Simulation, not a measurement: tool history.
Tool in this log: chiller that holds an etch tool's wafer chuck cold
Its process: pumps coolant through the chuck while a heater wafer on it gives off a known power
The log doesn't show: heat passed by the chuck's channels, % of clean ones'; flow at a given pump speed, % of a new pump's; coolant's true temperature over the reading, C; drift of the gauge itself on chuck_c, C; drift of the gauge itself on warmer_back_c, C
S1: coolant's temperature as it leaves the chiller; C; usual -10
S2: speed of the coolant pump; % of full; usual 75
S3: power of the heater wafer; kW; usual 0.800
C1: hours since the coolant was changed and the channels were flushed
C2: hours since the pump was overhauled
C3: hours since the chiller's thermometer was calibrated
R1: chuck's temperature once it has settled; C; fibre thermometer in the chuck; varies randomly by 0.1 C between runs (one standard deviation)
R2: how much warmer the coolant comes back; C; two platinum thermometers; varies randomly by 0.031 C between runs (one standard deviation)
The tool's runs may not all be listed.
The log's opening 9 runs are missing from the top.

{"run": 10, "hour": 200.0, "S1": -10, "S2": 75, "S3": 0.8, "C1": 2099, "C2": 1366, "C3": 3150, "R1": -2.3, "R2": 2.3}
{"run": 11, "hour": 229.6, "S1": -10, "S2": 75, "S3": 0.8, "C1": 2128, "C2": 1396, "C3": 3179, "R1": -2.3, "R2": 2.27}
{"run": 12, "hour": 252.7, "S1": -10, "S2": 75, "S3": 0.8, "C1": 2152, "C2": 1419, "C3": 3202, "R1": -2.4, "R2": 2.25}
{"run": 13, "hour": 271.1, "S1": -10, "S2": 75, "S3": 0.8, "C1": 2170, "C2": 1437, "C3": 3221, "R1": -2.3, "R2": 2.29}
{"run": 14, "hour": 286.7, "S1": -10, "S2": 75, "S3": 0.759, "C1": 2186, "C2": 1453, "C3": 3236, "R1": -2.7, "R2": 2.14}
{"run": 15, "hour": 307.4, "S1": -10, "S2": 75, "S3": 1.012, "C1": 2206, "C2": 1474, "C3": 3257, "R1": -0.3, "R2": 2.88}
{"run": 16, "hour": 322.8, "S1": -2, "S2": 75, "S3": 0.8, "C1": 2222, "C2": 1489, "C3": 3272, "R1": 5.6, "R2": 2.21}
{"run": 17, "hour": 347.5, "S1": -2, "S2": 86, "S3": 0.416, "C1": 2246, "C2": 1514, "C3": 3297, "R1": 1.5, "R2": 0.89}
{"run": 18, "hour": 371.7, "S1": -19, "S2": 86, "S3": 1.105, "C1": 2271, "C2": 1538, "C3": 3321, "R1": -9.5, "R2": 2.69}
{"run": 19, "hour": 403.7, "S1": -14, "S2": 86, "S3": 0.8, "C1": 2303, "C2": 1570, "C3": 3353, "R1": -7.1, "R2": 1.82}
{"run": 20, "hour": 433.4, "S1": -2, "S2": 94, "S3": 1.008, "C1": 2332, "C2": 1600, "C3": 3383, "R1": 6.1, "R2": 2.16}
{"run": 21, "hour": 464.2, "S1": -1, "S2": 74, "S3": 0.437, "C1": 2363, "C2": 1631, "C3": 3414, "R1": 3.4, "R2": 1.06}
{"run": 22, "hour": 494.2, "S1": -6, "S2": 61, "S3": 0.8, "C1": 2393, "C2": 1661, "C3": 3444, "R1": 2.9, "R2": 2.74}
{"run": 23, "hour": 521.9, "S1": -10, "S2": 93, "S3": 0.669, "C1": 2421, "C2": 1688, "C3": 3472, "R1": -4.6, "R2": 1.29}
{"run": 24, "hour": 552.3, "S1": -1, "S2": 93, "S3": 0.809, "C1": 2451, "C2": 1719, "C3": 3502, "R1": 5.6, "R2": 1.64}
{"run": 25, "hour": 584.4, "S1": -11, "S2": 79, "S3": 0.417, "C1": 2483, "C2": 1751, "C3": 3534, "R1": -7.2, "R2": 0.89}
{"run": 26, "hour": 607.7, "S1": -17, "S2": 90, "S3": 1.062, "C1": 2507, "C2": 1774, "C3": 3557, "R1": -8.0, "R2": 2.29}
{"run": 27, "hour": 629.1, "S1": -17, "S2": 90, "S3": 1.062, "C1": 2528, "C2": 1796, "C3": 3579, "R1": -8.2, "R2": 2.29}
{"run": 28, "hour": 660.7, "S1": -10, "S2": 83, "S3": 0.8, "C1": 2560, "C2": 1827, "C3": 3610, "R1": -3.1, "R2": 1.79}
{"run": 29, "hour": 690.1, "S1": -3, "S2": 84, "S3": 1.147, "C1": 2589, "C2": 1856, "C3": 3640, "R1": 6.9, "R2": 2.65}
{"run": 30, "hour": 718.1, "S1": -3, "S2": 84, "S3": 1.147, "C1": 2617, "C2": 1885, "C3": 3668, "R1": 7.1, "R2": 2.69}
{"run": 31, "hour": 734.0, "S1": -14, "S2": 87, "S3": 0.745, "C1": 2633, "C2": 1900, "C3": 3684, "R1": -7.7, "R2": 1.52}

Predict each of these 5 candidate next runs independently; none follows another, all start after run 31:
{"run": "A", "hour": 753.8, "S1": -20, "S2": 87, "S3": 0.745, "C1": 2653, "C2": 1920, "C3": 3703, "R1": "?", "R2": "?"}
{"run": "B", "hour": 753.8, "S1": -1, "S2": 87, "S3": 0.447, "C1": 2653, "C2": 1920, "C3": 3703, "R1": "?", "R2": "?"}
{"run": "C", "hour": 753.8, "S1": -18, "S2": 87, "S3": 0.701, "C1": 2653, "C2": 1920, "C3": 3703, "R1": "?", "R2": "?"}
{"run": "D", "hour": 753.8, "S1": -20, "S2": 99, "S3": 0.491, "C1": 2653, "C2": 1920, "C3": 3703, "R1": "?", "R2": "?"}
{"run": "E", "hour": 753.8, "S1": -19, "S2": 87, "S3": 0.745, "C1": 2653, "C2": 1920, "C3": 3703, "R1": "?", "R2": "?"}

run=A R1=-13.6 R2=1.52
run=B R1=2.9 R2=0.75
run=C R1=-12.0 R2=1.42
run=D R1=-16.2 R2=0.74
run=E R1=-12.8 R2=1.55
The same runs, with their run-to-run variation unchanged, on a tool lacking any hidden condition would have given:
run=A R1=-13.6 R2=1.89
run=B R1=2.8 R2=1.13
run=C R1=-12.0 R2=1.80
run=D R1=-16.2 R2=1.11
run=E R1=-12.8 R2=1.92
